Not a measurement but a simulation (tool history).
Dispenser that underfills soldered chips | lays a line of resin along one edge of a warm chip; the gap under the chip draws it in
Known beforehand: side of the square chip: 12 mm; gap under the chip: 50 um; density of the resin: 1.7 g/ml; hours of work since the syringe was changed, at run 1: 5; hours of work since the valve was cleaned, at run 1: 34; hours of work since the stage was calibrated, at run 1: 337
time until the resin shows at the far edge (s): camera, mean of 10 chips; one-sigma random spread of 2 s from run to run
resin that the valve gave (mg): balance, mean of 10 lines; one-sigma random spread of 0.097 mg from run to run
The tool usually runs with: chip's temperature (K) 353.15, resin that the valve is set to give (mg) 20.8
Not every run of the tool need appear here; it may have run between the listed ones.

run   hour  chip's temperature (K)  resin that the valve is set to give (mg)  hours of work since the syringe was changed  hours of work since the valve was cleaned  hours of work since the stage was calibrated  time until the resin shows at the far edge (s)  resin that the valve gave (mg)
  1    0.0                  353.15                                      20.8                                            5                                         34                                           337                                           325.9                           20.13
       6.1  -- new syringe of resin
  2   12.0                  353.15                                      21.9                                            4                                         41                                           344                                           288.4                           21.03
  3   18.1                  353.15                                      18.7                                            7                                         45                                           348                                           383.3                           17.83
      21.1  -- new syringe of resin
  4   28.1                  350.15                                      20.8                                            4                                         50                                           354                                           344.3                           19.99
      36.3  -- new syringe of resin
  5   36.8                  349.15                                      20.8                                            0                                         56                                           359                                           252.8                           19.80
  6   50.2                  349.15                                      20.8                                            8                                         64                                           367                                           475.8                           19.61
      51.2  -- new syringe of resin
  7   56.7                  349.15                                      20.8                                            3                                         67                                           371                                           332.1                           19.76
  8   62.9                  349.15                                      20.8                                            7                                         71                                           374                                           440.9                           19.68
      66.4  -- new syringe of resin
  9   72.0                  358.15                                      20.8                                            3                                         76                                           380                                           248.1                           19.68
      81.5  -- new syringe of resin
 10   83.1                  339.15                                      20.8                                            1                                         83                                           386                                           385.3                           19.53
 11   91.1                  339.15                                      20.8                                            6                                         88                                           391                                           571.5                           19.33
      96.7  -- new syringe of resin
 12  105.2                  339.15                                      20.8                                            5                                         96                                           399                                           547.6                           19.19
 13  111.3                  339.15                                      20.8                                            9                                        100                                           403                                           728.5                           19.11
     112.2  -- new syringe of resin
     122.9  -- dispensing valve cleaned and set on the balance
 14  124.2                  339.15                                      24.2                                            7                                          1                                           410                                           623.6                           24.13
     128.4  -- new syringe of resin
 15  135.2                  353.15                                      20.8                                            4                                          7                                           417                                           307.5                           20.69
     144.0  -- new syringe of resin
 16  146.4                  364.15                                      20.8                                            1                                         14                                           423                                           171.1                           20.62
 17  155.5                  364.15                                      20.8                                            7                                         19                                           429                                           271.0                           20.57
     159.5  -- new syringe of resin
 18  167.2                  364.15                                      20.8                                            5                                         26                                           435                                           227.4                           20.48
     174.9  -- new syringe of resin
 19  181.0                  339.15                                      25.2                                            4                                         34                                           444                                           474.1                           24.60
     189.9  -- new syringe of resin
 20  191.5                  339.15                                      25.2                                            1                                         40                                           450                                           389.6                           24.20
 21  201.4                  339.15                                      25.2                                            7                                         46                                           456                                           608.6                           24.28
     205.1  -- new syringe of resin
 22  209.4                  347.15                                      25.3                                            3                                         51                                           460                                           341.3                           24.38
 23  217.4                  346.15                                      25.1                                            7                                         56                                           465                                           512.7                           24.01
     220.7  -- new syringe of resin
 24  224.8                  341.15                                      25.1                                            2                                         60                                           469                                           415.8                           23.80
     236.0  -- new syringe of resin
 25  236.6                  341.15                                      25.1                                            0                                         67                                           476                                           339.8                           23.97
 26  249.9                  354.15                                      20.6                                            8                                         75                                           484                                           425.6                           19.43
     251.3  -- new syringe of resin
 27  260.8                  354.15                                      20.6                                            6                                         82                                           491                                           351.3                           19.45
     266.6  -- new syringe of resin
 28  269.3                  354.15                                      20.6                                            2                                         86                                           496                                           243.5                           19.23
 29  280.8                  367.15                                      20.0                                            9                                         93                                           503                                           286.0                           18.63
     281.7  -- new syringe of resin
 30  293.2                  364.15                                      21.8                                            7                                        101                                           510                                           282.9                           20.27
     297.1  -- new syringe of resin
 31  299.4                  349.15                                      24.2                                            1                                        104                                           514                                           286.3                           22.15
     303.1  -- dispensing valve cleaned and set on the balance
 32  306.9                  341.15                                      21.5                                            5                                          2                                           517                                           528.3                           21.28
     313.6  -- new syringe of resin
 33  318.8                  344.15                                      18.3                                            3                                          9                                           524                                           408.9                           18.38
 34  327.8                  353.15                                      21.9                                            9                                         15                                           530                                           450.9                           21.66
     329.0  -- new syringe of resin
 35  338.4                  352.15                                      19.6                                            6                                         21                                           536                                           373.9                           19.17

How would selected steps in time until the resin shows at the far edge (s) from run to run divide? Give the signed amount a tool lacking its hidden state would still show from settings, what came in and random variation, and the signed amount left for the hidden state, including any gauge scatter that is not in both of the compared results.
The tool's hidden condition here consists of: resin's viscosity, % of fresh resin's; dose that the valve gives, % of what is set; true chip temperature over the reading, C; drift of the gauge itself on fill_s, %; drift of the gauge itself on given_mg, %.
Run 5 -> 6: nothing adjusted, nothing logged. time until the resin shows at the far edge (s) +223.0: hidden state +226.5, all else -3.5.
Run 14 -> 15: chip's temperature (K) 339.15 -> 353.15, resin that the valve is set to give (mg) 24.2 -> 20.8, new syringe of resin. time until the resin shows at the far edge (s) -316.1: hidden state -189.9, all else -126.2.
Run 18 -> 19: chip's temperature (K) 364.15 -> 339.15, resin that the valve is set to give (mg) 20.8 -> 25.2, new syringe of resin. time until the resin shows at the far edge (s) +246.7: hidden state +69.6, all else +177.1.
Run 20 -> 21: nothing adjusted, nothing logged. time until the resin shows at the far edge (s) +219.0: hidden state +230.9, all else -11.9.
Run 21 -> 22: chip's temperature (K) 339.15 -> 347.15, resin that the valve is set to give (mg) 25.2 -> 25.3, new syringe of resin. time until the resin shows at the far edge (s) -267.3: hidden state -202.2, all else -65.1.
